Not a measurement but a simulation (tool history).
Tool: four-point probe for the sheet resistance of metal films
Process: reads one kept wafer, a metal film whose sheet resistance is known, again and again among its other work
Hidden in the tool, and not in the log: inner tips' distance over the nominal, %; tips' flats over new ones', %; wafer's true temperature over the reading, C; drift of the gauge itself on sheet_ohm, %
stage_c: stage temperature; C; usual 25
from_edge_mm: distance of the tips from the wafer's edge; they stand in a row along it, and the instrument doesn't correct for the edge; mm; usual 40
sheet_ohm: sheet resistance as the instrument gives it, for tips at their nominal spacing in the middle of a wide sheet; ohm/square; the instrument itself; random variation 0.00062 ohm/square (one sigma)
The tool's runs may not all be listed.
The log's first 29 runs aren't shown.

| run | hour | stage_c | from_edge_mm | touches since the probe head was changed | hours of work since the stage's thermometer was calibrated | sheet_ohm |
|---|---|---|---|---|---|---|
| 30 | 732.6 | 21 | 32 | 39685 | 1092 | 3.089367 |
| 31 | 765.2 | 21 | 32 | 40677 | 1114 | 3.088638 |
| 32 | 784.4 | 25 | 59 | 41262 | 1127 | 3.103998 |
| 33 | 803.2 | 23 | 4 | 41832 | 1140 | 3.123667 |
| 34 | 829.5 | 33 | 30 | 42635 | 1158 | 3.135167 |
| 35 | 863.6 | 33 | 30 | 43674 | 1182 | 3.133808 |
| 36 | 895.3 | 27 | 69 | 44638 | 1204 | 3.112327 |
| 37 | 914.5 | 35 | 14 | 45223 | 1217 | 3.143052 |
| 38 | 937.4 | 35 | 14 | 45919 | 1233 | 3.144229 |
| 39 | 959.3 | 25 | 3 | 46587 | 1248 | 3.150898 |
| 40 | 983.4 | 20 | 55 | 47319 | 1264 | 3.085809 |
| 41 | 1000.9 | 20 | 55 | 47853 | 1277 | 3.085215 |
| 42 | 1034 | 27 | 55 | 48861 | 1299 | 3.111829 |
| 43 | 1051.5 | 20 | 30 | 49391 | 1311 | 3.085871 |
| 44 | 1084.8 | 23 | 40 | 50405 | 1334 | 3.097041 |

3 ways to go on from here, each from the tool as it stands after run 44. What would each give?
| A | 1110.6 | 34 | 40 | 51191 | 1352 | ? |
| B | 1110.6 | 23 | 5 | 51191 | 1352 | ? |
| C | 1110.6 | 19 | 23 | 51191 | 1352 | ? |

| run | sheet_ohm |
|---|---|
| A | 3.138459 |
| B | 3.114552 |
| C | 3.082232 |
Without the tool's hidden state the same runs would have given:
| run | sheet_ohm |
|---|---|
| A | 3.138751 |
| B | 3.114839 |
| C | 3.082514 |

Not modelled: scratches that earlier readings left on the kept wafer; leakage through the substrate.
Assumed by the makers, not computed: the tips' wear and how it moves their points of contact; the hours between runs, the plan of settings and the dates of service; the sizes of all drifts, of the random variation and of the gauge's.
